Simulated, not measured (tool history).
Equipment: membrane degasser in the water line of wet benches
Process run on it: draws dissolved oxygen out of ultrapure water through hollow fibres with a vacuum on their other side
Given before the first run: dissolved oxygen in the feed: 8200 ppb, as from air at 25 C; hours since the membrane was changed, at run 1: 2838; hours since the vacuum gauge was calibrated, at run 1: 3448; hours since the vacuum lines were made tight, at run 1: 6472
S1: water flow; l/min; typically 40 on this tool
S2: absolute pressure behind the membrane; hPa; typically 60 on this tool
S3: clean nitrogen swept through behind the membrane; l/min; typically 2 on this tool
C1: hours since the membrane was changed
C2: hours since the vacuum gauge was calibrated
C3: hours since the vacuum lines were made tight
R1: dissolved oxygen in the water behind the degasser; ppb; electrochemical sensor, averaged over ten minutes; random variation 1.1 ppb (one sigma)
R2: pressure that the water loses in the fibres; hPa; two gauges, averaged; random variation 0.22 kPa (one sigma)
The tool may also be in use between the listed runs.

{"run": 1, "hour": 0.0, "S1": 40, "S2": 60, "S3": 2, "C1": 2838, "C2": 3448, "C3": 6472, "R1": 175.6, "R2": 648.6}
{"run": 2, "hour": 56.3, "S1": 40, "S2": 60, "S3": 1.67, "C1": 2894, "C2": 3504, "C3": 6529, "R1": 194.8, "R2": 648}
{"run": 3, "hour": 118.3, "S1": 40, "S2": 60, "S3": 2, "C1": 2956, "C2": 3566, "C3": 6591, "R1": 173.1, "R2": 647.2}
{"run": 4, "hour": 185.5, "S1": 40, "S2": 60, "S3": 2.86, "C1": 3024, "C2": 3633, "C3": 6658, "R1": 141, "R2": 647.7}
{"run": 5, "hour": 261.0, "S1": 40, "S2": 60, "S3": 2.86, "C1": 3099, "C2": 3709, "C3": 6733, "R1": 141.2, "R2": 644.8}
{"run": 6, "hour": 296.6, "S1": 40, "S2": 60, "S3": 2, "C1": 3135, "C2": 3744, "C3": 6769, "R1": 174.5, "R2": 643.8}
{"run": 7, "hour": 344.2, "S1": 40, "S2": 56.2, "S3": 2, "C1": 3182, "C2": 3792, "C3": 6816, "R1": 158.4, "R2": 645.6}
{"run": 8, "hour": 412.1, "S1": 40, "S2": 56.2, "S3": 1.73, "C1": 3250, "C2": 3860, "C3": 6884, "R1": 171.4, "R2": 640.2}
{"run": 9, "hour": 470.4, "S1": 40, "S2": 60, "S3": 2, "C1": 3309, "C2": 3918, "C3": 6943, "R1": 173.8, "R2": 642.3}
{"run": 10, "hour": 507.6, "S1": 40, "S2": 60, "S3": 2, "C1": 3346, "C2": 3955, "C3": 6980, "R1": 174.7, "R2": 641.3}
{"run": 11, "hour": 542.8, "S1": 40, "S2": 60, "S3": 2, "C1": 3381, "C2": 3991, "C3": 7015, "R1": 175.8, "R2": 638.7}
{"run": 12, "hour": 612.3, "S1": 40, "S2": 60, "S3": 2, "C1": 3450, "C2": 4060, "C3": 7085, "R1": 174.5, "R2": 638.9}
{"hour": 621.5, "done": "gauge calibrated"}
{"run": 13, "hour": 665.9, "S1": 40, "S2": 60, "S3": 2, "C1": 3504, "C2": 4114, "C3": 7138, "R1": 174.9, "R2": 646.1}
{"run": 14, "hour": 714.1, "S1": 40, "S2": 60, "S3": 2, "C1": 3552, "C2": 4162, "C3": 7186, "R1": 176, "R2": 647.1}
{"run": 15, "hour": 773.5, "S1": 40, "S2": 60, "S3": 2, "C1": 3612, "C2": 4221, "C3": 7246, "R1": 175.8, "R2": 643.1}
{"run": 16, "hour": 826.4, "S1": 40, "S2": 60, "S3": 2, "C1": 3665, "C2": 4274, "C3": 7299, "R1": 173.6, "R2": 644}
{"run": 17, "hour": 863.3, "S1": 40, "S2": 60, "S3": 2.18, "C1": 3701, "C2": 4311, "C3": 7336, "R1": 165.7, "R2": 646.1}
{"run": 18, "hour": 934.3, "S1": 34, "S2": 117.8, "S3": 2.57, "C1": 3772, "C2": 4382, "C3": 7407, "R1": 284.3, "R2": 545.9}
{"run": 19, "hour": 999.0, "S1": 46, "S2": 124.5, "S3": 1.81, "C1": 3837, "C2": 4447, "C3": 7471, "R1": 555.2, "R2": 736}
{"hour": 1028.7, "done": "vacuum gauge calibrated"}
{"hour": 1063.9, "done": "seals of the vacuum lines changed"}
{"run": 20, "hour": 1070.2, "S1": 46, "S2": 124.5, "S3": 1.81, "C1": 3906, "C2": 39, "C3": 6, "R1": 556.3, "R2": 731.3}
{"run": 21, "hour": 1135.3, "S1": 46, "S2": 124.5, "S3": 1.81, "C1": 3971, "C2": 105, "C3": 71, "R1": 558.8, "R2": 734.6}
{"run": 22, "hour": 1202.8, "S1": 40, "S2": 53.8, "S3": 3.99, "C1": 4038, "C2": 172, "C3": 139, "R1": 102.8, "R2": 640.1}
{"run": 23, "hour": 1246.8, "S1": 38, "S2": 53.8, "S3": 3.99, "C1": 4082, "C2": 216, "C3": 183, "R1": 93.3, "R2": 601.6}
{"run": 24, "hour": 1287.6, "S1": 38, "S2": 74.7, "S3": 1.14, "C1": 4123, "C2": 257, "C3": 224, "R1": 326, "R2": 603.3}
{"run": 25, "hour": 1359.4, "S1": 25, "S2": 130.8, "S3": 2.01, "C1": 4195, "C2": 329, "C3": 295, "R1": 284, "R2": 397.1}
{"run": 26, "hour": 1431.0, "S1": 32, "S2": 71.2, "S3": 2.01, "C1": 4267, "C2": 400, "C3": 367, "R1": 163.8, "R2": 504.9}
{"run": 27, "hour": 1463.6, "S1": 46, "S2": 91.6, "S3": 3.74, "C1": 4299, "C2": 433, "C3": 400, "R1": 248.4, "R2": 726.8}
{"run": 28, "hour": 1536.0, "S1": 42, "S2": 83.5, "S3": 2.09, "C1": 4372, "C2": 505, "C3": 472, "R1": 284.5, "R2": 663.1}
{"run": 29, "hour": 1606.7, "S1": 40, "S2": 73.6, "S3": 5.44, "C1": 4442, "C2": 576, "C3": 543, "R1": 125.6, "R2": 630}
{"run": 30, "hour": 1667.6, "S1": 40, "S2": 40.9, "S3": 0.9, "C1": 4503, "C2": 637, "C3": 604, "R1": 128.5, "R2": 625.8}
{"run": 31, "hour": 1715.5, "S1": 44, "S2": 60, "S3": 2, "C1": 4551, "C2": 685, "C3": 652, "R1": 205.1, "R2": 689.5}

Selected run-to-run steps in R2, each split into two signed amounts: the part the tool would show with no hidden state at all (from settings, incoming material and random variation), and the remainder, which goes to the hidden state together with any gauge scatter not common to the measured and the hidden-state-free results:
Unlogged tool condition in this case: membrane still open, %; true pressure behind the membrane over the reading, kPa; air that leaks in behind the membrane, l/min; drift of the gauge itself on oxygen_ppb, %; drift of the gauge itself on loss_of_pressure_kpa, %.
Run 12 -> 13: gauge calibrated. R2 +7.2 hPa: hidden state +12.3, all else -5.1.
Run 18 -> 19: S1 34 -> 46, S2 117.8 -> 124.5, S3 2.57 -> 1.81. R2 +190.1 hPa: hidden state -3.6, all else +193.7.
Run 24 -> 25: S1 38 -> 25, S2 74.7 -> 130.8, S3 1.14 -> 2.01. R2 -206.2 hPa: hidden state +3.8, all else -210.
Run 25 -> 26: S1 25 -> 32, S2 130.8 -> 71.2. R2 +107.8 hPa: hidden state -4, all else +111.8.
Run 26 -> 27: S1 32 -> 46, S2 71.2 -> 91.6, S3 2.01 -> 3.74. R2 +221.9 hPa: hidden state -6.9, all else +228.8.
